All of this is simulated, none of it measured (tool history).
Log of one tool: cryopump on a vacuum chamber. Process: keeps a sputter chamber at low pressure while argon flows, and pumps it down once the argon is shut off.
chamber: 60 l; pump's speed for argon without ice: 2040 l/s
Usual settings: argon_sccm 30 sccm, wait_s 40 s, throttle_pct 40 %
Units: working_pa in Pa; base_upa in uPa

Run 1, day 0: usual settings. Result: working_pa 0.0668 Pa, base_upa 2 uPa.
Run 2, day 0.667: usual settings. Result: working_pa 0.0651 Pa, base_upa 2.06 uPa.
Run 3, day 1.562: usual settings. Result: working_pa 0.0662 Pa, base_upa 2.03 uPa.
Run 4, day 2.412: usual settings. Result: working_pa 0.0666 Pa, base_upa 2.1 uPa.
Run 5, day 3.721: usual settings but argon_sccm 15 sccm. Result: working_pa 0.0344 Pa, base_upa 2.09 uPa.
Run 6, day 4.388: usual settings. Result: working_pa 0.0669 Pa, base_upa 2.1 uPa.
Run 7, day 5.233: usual settings but wait_s 271 s. Result: working_pa 0.067 Pa, base_upa 1.12 uPa.
Run 8, day 6.1: usual settings but wait_s 271 s. Result: working_pa 0.0673 Pa, base_upa 1.14 uPa.
Run 9, day 7.417: usual settings but argon_sccm 25 sccm, wait_s 271 s. Result: working_pa 0.0558 Pa, base_upa 1.22 uPa.
Run 10, day 8.075: usual settings but argon_sccm 25 sccm, wait_s 271 s. Result: working_pa 0.0555 Pa, base_upa 1.2 uPa.
Run 11, day 9.388: usual settings but argon_sccm 25 sccm, wait_s 271 s. Result: working_pa 0.0562 Pa, base_upa 1.16 uPa.
At day 10.879: pump warmed up, emptied and cooled again.
Run 12, day 11.079: usual settings but throttle_pct 23 %. Result: working_pa 0.1081 Pa, base_upa 2 uPa.
Run 13, day 12.012: usual settings but throttle_pct 23 %. Result: working_pa 0.1088 Pa, base_upa 2.02 uPa.
Run 14, day 13.412: usual settings but throttle_pct 23 %. Result: working_pa 0.1083 Pa, base_upa 2.06 uPa.
Run 15, day 14.867: usual settings but throttle_pct 23 %. Result: working_pa 0.1092 Pa, base_upa 2.1 uPa.
Run 16, day 15.617: usual settings but argon_sccm 16 sccm, wait_s 22 s, throttle_pct 18 %. Result: working_pa 0.0742 Pa, base_upa 3.07 uPa.
Run 17, day 17.021: usual settings but argon_sccm 51 sccm, wait_s 35 s, throttle_pct 57 %. Result: working_pa 0.0762 Pa, base_upa 2.38 uPa.
Run 18, day 18.242: usual settings but throttle_pct 30 %. Result: working_pa 0.0848 Pa, base_upa 2.21 uPa.
Run 19, day 19.154: usual settings but argon_sccm 53 sccm, throttle_pct 24 %. Result: working_pa 0.1862 Pa, base_upa 2.11 uPa.
Run 20, day 19.879: usual settings but argon_sccm 14 sccm, wait_s 67 s, throttle_pct 47 %. Result: working_pa 0.0261 Pa, base_upa 1.75 uPa.
Run 21, day 20.817: usual settings but argon_sccm 56 sccm, wait_s 143 s, throttle_pct 37 %. Result: working_pa 0.1295 Pa, base_upa 1.39 uPa.
Run 22, day 21.879: usual settings but argon_sccm 56 sccm, wait_s 143 s, throttle_pct 37 %. Result: working_pa 0.1297 Pa, base_upa 1.34 uPa.
Run 23, day 22.958: usual settings but argon_sccm 20 sccm, wait_s 68 s, throttle_pct 32 %. Result: working_pa 0.0541 Pa, base_upa 1.74 uPa.
Run 24, day 23.608: usual settings but argon_sccm 20 sccm, wait_s 68 s, throttle_pct 32 %. Result: working_pa 0.0538 Pa, base_upa 1.83 uPa.
Run 25, day 24.479: usual settings but argon_sccm 55 sccm, wait_s 79 s, throttle_pct 32 %. Result: working_pa 0.148 Pa, base_upa 1.69 uPa.
Run 26, day 25.717: usual settings but argon_sccm 55 sccm, wait_s 79 s, throttle_pct 32 %. Result: working_pa 0.1483 Pa, base_upa 1.75 uPa.
Run 27, day 26.912: usual settings but argon_sccm 55 sccm. Result: working_pa 0.1204 Pa, base_upa 2.34 uPa.
Run 28, day 27.983: usual settings but argon_sccm 55 sccm, throttle_pct 59 %. Result: working_pa 0.0858 Pa, base_upa 2.34 uPa.
Run 29, day 29.433: usual settings but argon_sccm 27 sccm, wait_s 163 s, throttle_pct 17 %. Result: working_pa 0.1358 Pa, base_upa 1.52 uPa.
Run 30, day 30.171: usual settings but argon_sccm 34 sccm, wait_s 163 s, throttle_pct 22 %. Result: working_pa 0.1337 Pa, base_upa 1.51 uPa.

3 ways to go on from here, each from the tool as it stands after run 30. What would each give?
Run A, day 31.379: usual settings but argon_sccm 27 sccm, wait_s 91 s, throttle_pct 35 %. Result: working_pa ?, base_upa ?.
Run B, day 31.379: usual settings but argon_sccm 53 sccm, wait_s 197 s, throttle_pct 56 %. Result: working_pa ?, base_upa ?.
Run C, day 31.379: usual settings but argon_sccm 48 sccm, wait_s 22 s. Result: working_pa ?, base_upa ?.

run  working_pa  base_upa
  A      0.0701      1.75
  B      0.0867      1.45
  C      0.1078      3.46
Without the tool's hidden state the same runs would have given:
run  working_pa  base_upa
  A      0.0656      0.64
  B      0.0779      0.35
  C      0.0997      2.34
